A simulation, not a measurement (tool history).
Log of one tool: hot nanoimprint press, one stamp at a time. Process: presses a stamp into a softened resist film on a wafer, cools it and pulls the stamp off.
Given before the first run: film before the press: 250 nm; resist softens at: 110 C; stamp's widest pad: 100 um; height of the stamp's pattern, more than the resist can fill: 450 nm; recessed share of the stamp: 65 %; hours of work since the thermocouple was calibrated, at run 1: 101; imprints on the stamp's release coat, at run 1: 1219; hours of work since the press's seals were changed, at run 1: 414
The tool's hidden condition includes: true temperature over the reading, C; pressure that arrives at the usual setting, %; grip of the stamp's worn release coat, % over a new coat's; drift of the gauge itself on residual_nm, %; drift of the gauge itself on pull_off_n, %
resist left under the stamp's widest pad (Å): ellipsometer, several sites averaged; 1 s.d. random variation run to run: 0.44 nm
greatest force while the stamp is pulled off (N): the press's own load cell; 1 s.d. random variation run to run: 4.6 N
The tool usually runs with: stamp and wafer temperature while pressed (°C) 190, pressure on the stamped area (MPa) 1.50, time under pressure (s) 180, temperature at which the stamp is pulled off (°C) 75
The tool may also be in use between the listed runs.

run,hour,stamp and wafer temperature while pressed (°C),pressure on the stamped area (MPa),time under pressure (s),temperature at which the stamp is pulled off (°C),hours of work since the thermocouple was calibrated,imprints on the stamp's release coat,hours of work since the press's seals were changed,resist left under the stamp's widest pad (Å),greatest force while the stamp is pulled off (N)
1,0.0,190,1.50,180,75,101,1219,414,905,217
2,22.9,182,1.50,180,75,111,1276,424,1125,225
3,46.6,182,1.50,180,75,122,1335,434,1117,225
4,70.7,182,1.50,180,75,132,1395,445,1124,216
5,94.8,182,1.50,180,75,143,1455,456,1121,226
6,115.9,198,1.50,180,75,152,1507,465,733,225
7,142.7,198,1.91,180,75,164,1574,477,647,229
8,169.6,198,1.91,180,75,176,1640,488,642,232
9,188.6,197,1.91,180,75,184,1687,497,657,221
10,209.9,197,1.91,180,75,193,1740,506,661,222
11,230.0,190,1.50,155,75,202,1790,515,957,224
12,245.8,190,1.50,155,75,209,1829,522,952,230
13,261.1,190,0.95,180,75,216,1867,528,1103,221
14,286.0,190,1.50,291,75,227,1929,539,726,227
15,302.3,190,1.50,291,75,234,1970,547,727,225
16,331.7,190,1.50,268,60,247,2042,559,761,304
17,353.7,185,1.67,268,83,256,2097,569,821,170
18,371.0,183,1.50,180,82,264,2140,577,1076,188
19,394.6,192,1.50,138,75,274,2199,587,943,233
20,409.9,192,1.50,138,75,281,2237,594,933,231
21,431.0,192,1.50,114,74,290,2289,603,1010,236
22,450.1,195,1.50,206,75,299,2336,611,734,226
# hour 468.3: stamp cleaned and given a new release coat
23,477.9,181,1.12,185,68,308,23,621,1261,259
24,496.6,185,1.17,267,75,316,70,629,981,219
25,510.8,185,1.50,97,66,323,105,635,1275,273
26,530.6,180,1.31,175,70,331,154,644,1239,250
27,543.8,180,1.31,175,70,337,187,650,1247,262
# hour 566.0: press's hydraulic seals changed and the load cell set to zero
28,581.5,180,1.31,175,70,350,261,7,1239,254
29,595.1,196,1.31,175,81,356,294,13,816,187
30,617.3,196,1.90,336,81,366,349,22,514,182

Each row is a separate what-if for the run after 30, all from the same tool condition, not one after another. Results?
A,639.3,185,0.95,180,72,375,404,32,?,?
B,639.3,197,0.91,180,82,375,404,32,?,?
C,639.3,196,1.90,336,61,375,404,32,?,?

run,resist left under the stamp's widest pad (Å),greatest force while the stamp is pulled off (N)
A,1222,239
B,943,182
C,505,311
The same runs, with their run-to-run variation unchanged, on a tool lacking any hidden condition would have given:
run,resist left under the stamp's widest pad (Å),greatest force while the stamp is pulled off (N)
A,1254,239
B,967,182
C,519,311
